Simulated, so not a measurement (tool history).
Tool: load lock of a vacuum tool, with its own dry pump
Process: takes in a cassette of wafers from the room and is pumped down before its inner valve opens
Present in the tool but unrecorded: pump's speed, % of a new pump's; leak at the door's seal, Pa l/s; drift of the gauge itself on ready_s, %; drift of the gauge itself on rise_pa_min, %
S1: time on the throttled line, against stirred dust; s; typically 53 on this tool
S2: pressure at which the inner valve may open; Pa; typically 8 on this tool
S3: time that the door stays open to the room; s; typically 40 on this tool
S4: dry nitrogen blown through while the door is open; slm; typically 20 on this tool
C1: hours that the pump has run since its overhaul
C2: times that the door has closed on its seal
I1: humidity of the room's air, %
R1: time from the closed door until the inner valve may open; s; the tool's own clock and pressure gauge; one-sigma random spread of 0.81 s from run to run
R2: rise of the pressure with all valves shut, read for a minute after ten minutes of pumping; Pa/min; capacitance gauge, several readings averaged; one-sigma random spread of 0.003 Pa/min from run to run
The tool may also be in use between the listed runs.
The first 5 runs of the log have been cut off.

{"run": 6, "hour": 482.9, "S1": 53, "S2": 11, "S3": 40, "S4": 20, "C1": 3138, "C2": 18381, "I1": 45.2, "R1": 125.4, "R2": 0.135}
{"run": 7, "hour": 582.8, "S1": 53, "S2": 12, "S3": 40, "S4": 20, "C1": 3238, "C2": 18834, "I1": 45.7, "R1": 123.5, "R2": 0.142}
{"run": 8, "hour": 670.0, "S1": 53, "S2": 12, "S3": 40, "S4": 20, "C1": 3326, "C2": 19230, "I1": 43.1, "R1": 125.0, "R2": 0.145}
{"run": 9, "hour": 759.9, "S1": 74, "S2": 8, "S3": 40, "S4": 20, "C1": 3415, "C2": 19637, "I1": 45.1, "R1": 144.9, "R2": 0.147}
{"run": 10, "hour": 830.7, "S1": 74, "S2": 8, "S3": 40, "S4": 20, "C1": 3486, "C2": 19958, "I1": 44.3, "R1": 143.1, "R2": 0.147}
{"run": 11, "hour": 956.2, "S1": 53, "S2": 8, "S3": 40, "S4": 20, "C1": 3612, "C2": 20528, "I1": 44.3, "R1": 128.9, "R2": 0.166}
{"run": 12, "hour": 1088.3, "S1": 53, "S2": 8, "S3": 40, "S4": 20, "C1": 3744, "C2": 21127, "I1": 45.1, "R1": 128.2, "R2": 0.171}
{"run": 13, "hour": 1183.2, "S1": 53, "S2": 8, "S3": 40, "S4": 20, "C1": 3839, "C2": 21557, "I1": 45.4, "R1": 130.0, "R2": 0.175}
{"run": 14, "hour": 1266.8, "S1": 53, "S2": 8, "S3": 40, "S4": 20, "C1": 3922, "C2": 21936, "I1": 45.4, "R1": 127.7, "R2": 0.182}
{"run": 15, "hour": 1399.9, "S1": 53, "S2": 8, "S3": 141, "S4": 20, "C1": 4055, "C2": 22540, "I1": 44.1, "R1": 129.9, "R2": 0.198}
{"run": 16, "hour": 1478.2, "S1": 53, "S2": 8, "S3": 141, "S4": 20, "C1": 4134, "C2": 22895, "I1": 42.9, "R1": 126.9, "R2": 0.184}
{"run": 17, "hour": 1540.2, "S1": 53, "S2": 8, "S3": 93, "S4": 20, "C1": 4196, "C2": 23176, "I1": 47.8, "R1": 128.2, "R2": 0.198}
{"run": 18, "hour": 1678.5, "S1": 53, "S2": 8, "S3": 93, "S4": 8, "C1": 4334, "C2": 23803, "I1": 43.8, "R1": 129.6, "R2": 0.214}
{"run": 19, "hour": 1757.5, "S1": 35, "S2": 6, "S3": 37, "S4": 8, "C1": 4413, "C2": 24162, "I1": 46.7, "R1": 116.9, "R2": 0.21}
{"run": 20, "hour": 1814.8, "S1": 88, "S2": 9, "S3": 37, "S4": 8, "C1": 4470, "C2": 24422, "I1": 47.4, "R1": 153.6, "R2": 0.217}

Expected results for the next run?
{"run": 21, "hour": 1900.8, "S1": 88, "S2": 9, "S3": 37, "S4": 8, "C1": 4556, "C2": 24812, "I1": 45.8, "R1": "?", "R2": "?"}

R1: 154.5 s
R2: 0.221 Pa/min
With no hidden state in the tool, this same run would have given R1 151.8 s, R2 0.023 Pa/min.

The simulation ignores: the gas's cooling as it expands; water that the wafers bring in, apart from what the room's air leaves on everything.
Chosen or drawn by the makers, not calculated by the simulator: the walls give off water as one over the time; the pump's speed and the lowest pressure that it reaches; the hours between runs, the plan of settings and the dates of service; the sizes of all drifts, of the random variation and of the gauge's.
